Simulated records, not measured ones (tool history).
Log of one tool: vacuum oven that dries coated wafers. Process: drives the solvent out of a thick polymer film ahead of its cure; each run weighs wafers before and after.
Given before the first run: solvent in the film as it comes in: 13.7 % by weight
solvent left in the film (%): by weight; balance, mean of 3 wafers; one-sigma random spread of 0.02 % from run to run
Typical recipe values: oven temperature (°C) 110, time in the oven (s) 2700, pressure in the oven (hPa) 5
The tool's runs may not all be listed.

run    day  oven temperature (°C)  time in the oven (s)  pressure in the oven (hPa)  solvent left in the film (%)
  1      0                    110                  2700                           5                          1.06
  2  0.612                    110                  2700                         2.8                          0.89
  3  0.917                    110                  2700                           5                          1.11
  4  1.554                    110                  3060                           5                          0.95
  5  2.183                    110                  3060                           5                          0.93
  6  2.471                    110                  3060                           5                          0.93
  7  2.992                    110                  2700                        8.64                          1.38
  8  3.679                    123                  2700                           5                          0.49
  9  4.062                    123                  2700                           5                          0.48

Predict the results of run 10:
     4.175  -- vacuum gauge cleaned of residue and calibrated
 10  4.692                    123                  2700                           5                             ?

{"run 10": {"solvent left in the film (%)": 0.52}}
With no hidden state in the tool, this same run would have given solvent left in the film (%) 0.3.
